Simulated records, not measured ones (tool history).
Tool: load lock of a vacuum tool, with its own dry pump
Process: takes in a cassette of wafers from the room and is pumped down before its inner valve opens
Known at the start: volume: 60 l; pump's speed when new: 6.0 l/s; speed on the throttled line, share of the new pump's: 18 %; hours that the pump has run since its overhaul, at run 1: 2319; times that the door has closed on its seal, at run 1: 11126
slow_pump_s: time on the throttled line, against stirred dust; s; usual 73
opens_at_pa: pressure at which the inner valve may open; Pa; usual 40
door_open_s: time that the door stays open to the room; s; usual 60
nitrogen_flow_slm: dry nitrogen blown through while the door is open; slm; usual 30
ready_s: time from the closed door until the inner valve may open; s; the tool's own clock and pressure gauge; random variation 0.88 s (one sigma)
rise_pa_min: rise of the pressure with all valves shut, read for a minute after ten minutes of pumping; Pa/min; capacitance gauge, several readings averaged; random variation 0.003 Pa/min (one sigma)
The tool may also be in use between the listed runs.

run	day	slow_pump_s	opens_at_pa	door_open_s	nitrogen_flow_slm	hours that the pump has run since its overhaul	times that the door has closed on its seal	incoming humidity of the room's air, %	ready_s	rise_pa_min
1	0	73	40	60	30	2319	11126	42.4	140.7	0.166
2	4.788	73	40	60	30	2434	11407	50.1	138.8	0.177
3	10.496	73	40	60	30	2571	11743	43.9	140.2	0.176
4	16.2	40	40	60	30	2708	12078	45.1	114.3	0.193
5	20.129	73	36	60	30	2802	12309	45.6	140.9	0.194
6	24.929	73	36	60	30	2917	12592	48.7	140.7	0.198
7	27.621	73	36	60	6	2982	12750	45	141	0.213
8	30.479	73	36	60	6	3051	12918	45.2	140.7	0.219
9	35.579	73	40	60	30	3173	13218	45.7	140	0.214
10	41.683	73	40	60	30	3319	13577	43	139.4	0.219
11	46.629	73	40	60	30	3438	13868	45.8	139.6	0.23
12	50.942	73	40	60	30	3542	14121	43.5	140.9	0.234
13	55.679	73	40	60	30	3655	14400	46.4	139.7	0.238
14	59.604	52	68	132	10	3750	14631	45.7	117.1	0.266
15	64.821	73	71	104	30	3875	14938	45	134.3	0.261
16	67.8	53	40	60	30	3946	15113	46.6	123.3	0.259
17	72.725	73	36	67	35	4065	15402	49.2	140.9	0.264
18	76.971	104	36	37	13	4166	15652	48.5	165.3	0.269
19	80.371	46	36	37	13	4248	15852	47.8	118.4	0.28
20	83.517	46	47	59	42	4323	16037	44.5	117.1	0.273
21	88.283	100	47	76	5	4438	16317	44.8	160.1	0.301
22	93.012	100	47	76	5	4551	16595	50.1	159.9	0.32
23	96.8	100	47	76	5	4642	16818	43.9	159.9	0.314
24	102.225	73	40	60	15	4773	17137	42.7	140.6	0.315
25	107.304	73	40	177	15	4894	17436	45.6	142	0.344

4 ways to go on from here, each from the tool as it stands after run 25. What would each give?
A	111.862	38	40	207	30	5004	17704	42.1	?	?
B	111.862	73	74	60	30	5004	17704	45.2	?	?
C	111.862	73	56	177	15	5004	17704	42.2	?	?
D	111.862	142	40	168	14	5004	17704	45.9	?	?

run	ready_s	rise_pa_min
A	111	0.331
B	133.4	0.319
C	137.5	0.35
D	197.2	0.347
Without the tool's hidden state the same runs would have given:
run	ready_s	rise_pa_min
A	108.6	0.033
B	131.4	0.02
C	135.4	0.048
D	195.4	0.047
